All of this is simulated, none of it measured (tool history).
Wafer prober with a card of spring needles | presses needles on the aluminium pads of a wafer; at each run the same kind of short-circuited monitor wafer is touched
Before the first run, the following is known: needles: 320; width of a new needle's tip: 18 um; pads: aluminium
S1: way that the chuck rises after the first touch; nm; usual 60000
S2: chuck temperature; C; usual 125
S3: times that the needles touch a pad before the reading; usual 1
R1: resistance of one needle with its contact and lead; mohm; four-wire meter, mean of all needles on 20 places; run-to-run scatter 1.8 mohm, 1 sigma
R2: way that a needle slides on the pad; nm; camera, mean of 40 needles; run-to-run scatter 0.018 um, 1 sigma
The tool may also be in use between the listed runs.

run 1 hour=0 | S1=60000 S2=125 S3=1 | R1=334 R2=9720
-- hour=3.2 tips cleaned on abrasive film
run 2 hour=10.8 | S1=60000 S2=125 S3=1 | R1=330 R2=9670
-- hour=15.9 tips cleaned on abrasive film
-- hour=27.7 tips cleaned on abrasive film
run 3 hour=30.9 | S1=60000 S2=125 S3=1 | R1=281 R2=9660
-- hour=39.8 tips cleaned on abrasive film
run 4 hour=39.9 | S1=60000 S2=125 S3=1 | R1=209 R2=9660
-- hour=52.5 tips cleaned on abrasive film
run 5 hour=57 | S1=60000 S2=125 S3=1 | R1=302 R2=9650
-- hour=64.7 tips cleaned on abrasive film
run 6 hour=66.1 | S1=60000 S2=125 S3=1 | R1=249 R2=9580
-- hour=77.1 tips cleaned on abrasive film
-- hour=84.3 height of the first contact set anew
run 7 hour=85.1 | S1=60000 S2=125 S3=1 | R1=326 R2=9920
-- hour=89 tips cleaned on abrasive film
run 8 hour=98.9 | S1=60000 S2=125 S3=1 | R1=346 R2=9930
-- hour=101.4 tips cleaned on abrasive film
-- hour=113.2 tips cleaned on abrasive film
run 9 hour=117.8 | S1=49000 S2=125 S3=1 | R1=351 R2=8050
-- hour=126.1 tips cleaned on abrasive film
run 10 hour=131.9 | S1=49000 S2=125 S3=1 | R1=374 R2=8030
-- hour=138.7 tips cleaned on abrasive film
run 11 hour=144.1 | S1=49000 S2=125 S3=1 | R1=356 R2=8000
-- hour=151.3 tips cleaned on abrasive film
run 12 hour=159.7 | S1=49000 S2=125 S3=1 | R1=405 R2=7990
-- hour=163.3 tips cleaned on abrasive film
-- hour=175.2 tips cleaned on abrasive film
run 13 hour=175.2 | S1=60000 S2=125 S3=2 | R1=200 R2=9800
run 14 hour=185.8 | S1=60000 S2=125 S3=2 | R1=282 R2=9780
-- hour=187.5 tips cleaned on abrasive film
run 15 hour=195.5 | S1=60000 S2=53 S3=1 | R1=335 R2=9760
-- hour=199.9 tips cleaned on abrasive film
run 16 hour=211 | S1=60000 S2=53 S3=1 | R1=354 R2=9710
-- hour=212.6 tips cleaned on abrasive film
run 17 hour=223.3 | S1=60000 S2=42 S3=1 | R1=347 R2=9710
-- hour=224.8 tips cleaned on abrasive film
-- hour=237.6 tips cleaned on abrasive film
run 18 hour=242.5 | S1=75000 S2=125 S3=1 | R1=266 R2=12170
-- hour=249.6 tips cleaned on abrasive film
run 19 hour=252.9 | S1=70000 S2=122 S3=1 | R1=262 R2=11330
-- hour=261.9 tips cleaned on abrasive film
run 20 hour=272.7 | S1=70000 S2=122 S3=1 | R1=319 R2=11320
-- hour=274 tips cleaned on abrasive film
-- hour=285.7 tips cleaned on abrasive film
run 21 hour=290.9 | S1=70000 S2=122 S3=2 | R1=244 R2=11260
-- hour=297.3 tips cleaned on abrasive film
-- hour=309.1 tips cleaned on abrasive film
run 22 hour=311.2 | S1=47000 S2=51 S3=2 | R1=259 R2=7420
-- hour=320.7 tips cleaned on abrasive film
run 23 hour=330.8 | S1=47000 S2=51 S3=2 | R1=360 R2=7380
-- hour=332.3 tips cleaned on abrasive film
-- hour=335.4 height of the first contact set anew
-- hour=344.8 tips cleaned on abrasive film
run 24 hour=350.3 | S1=70000 S2=91 S3=1 | R1=278 R2=11570
-- hour=356.6 tips cleaned on abrasive film
run 25 hour=367 | S1=52000 S2=125 S3=1 | R1=398 R2=8550
-- hour=368.4 tips cleaned on abrasive film
run 26 hour=376.6 | S1=68000 S2=41 S3=3 | R1=220 R2=11220
-- hour=381.2 tips cleaned on abrasive film
run 27 hour=391.2 | S1=68000 S2=41 S3=3 | R1=226 R2=11170
-- hour=393.2 tips cleaned on abrasive film
run 28 hour=401.6 | S1=70000 S2=41 S3=2 | R1=254 R2=11500
-- hour=404.9 tips cleaned on abrasive film
-- hour=416.9 tips cleaned on abrasive film
run 29 hour=421 | S1=48000 S2=26 S3=1 | R1=354 R2=7810
-- hour=428.7 tips cleaned on abrasive film
run 30 hour=429.8 | S1=48000 S2=26 S3=1 | R1=263 R2=7790
-- hour=440.5 tips cleaned on abrasive film
run 31 hour=447.6 | S1=74000 S2=37 S3=1 | R1=286 R2=12110

Run by run, hidden condition taken away, random variation retained:
The tool's hidden condition here consists of: debris on the tips, nm; way that the needles fall short of the set height, um; tips' diameter, um; drift of the gauge itself on contact_mohm, %; drift of the gauge itself on scrub_um, %.
run=1 R1=191 R2=9940
run=2 R1=192 R2=9900
run=3 R1=189 R2=9930
run=4 R1=193 R2=9940
run=5 R1=190 R2=9960
run=6 R1=191 R2=9900
run=7 R1=193 R2=9920
run=8 R1=195 R2=9950
run=9 R1=197 R2=8100
run=10 R1=197 R2=8110
run=11 R1=194 R2=8100
run=12 R1=198 R2=8100
run=13 R1=194 R2=9950
run=14 R1=191 R2=9930
run=15 R1=178 R2=9920
run=16 R1=176 R2=9900
run=17 R1=171 R2=9910
run=18 R1=189 R2=12410
run=19 R1=192 R2=11590
run=20 R1=191 R2=11590
run=21 R1=190 R2=11560
run=22 R1=179 R2=7760
run=23 R1=183 R2=7740
run=24 R1=181 R2=11580
run=25 R1=196 R2=8590
run=26 R1=171 R2=11270
run=27 R1=174 R2=11240
run=28 R1=173 R2=11590
run=29 R1=171 R2=7930
run=30 R1=175 R2=7930
run=31 R1=170 R2=12270

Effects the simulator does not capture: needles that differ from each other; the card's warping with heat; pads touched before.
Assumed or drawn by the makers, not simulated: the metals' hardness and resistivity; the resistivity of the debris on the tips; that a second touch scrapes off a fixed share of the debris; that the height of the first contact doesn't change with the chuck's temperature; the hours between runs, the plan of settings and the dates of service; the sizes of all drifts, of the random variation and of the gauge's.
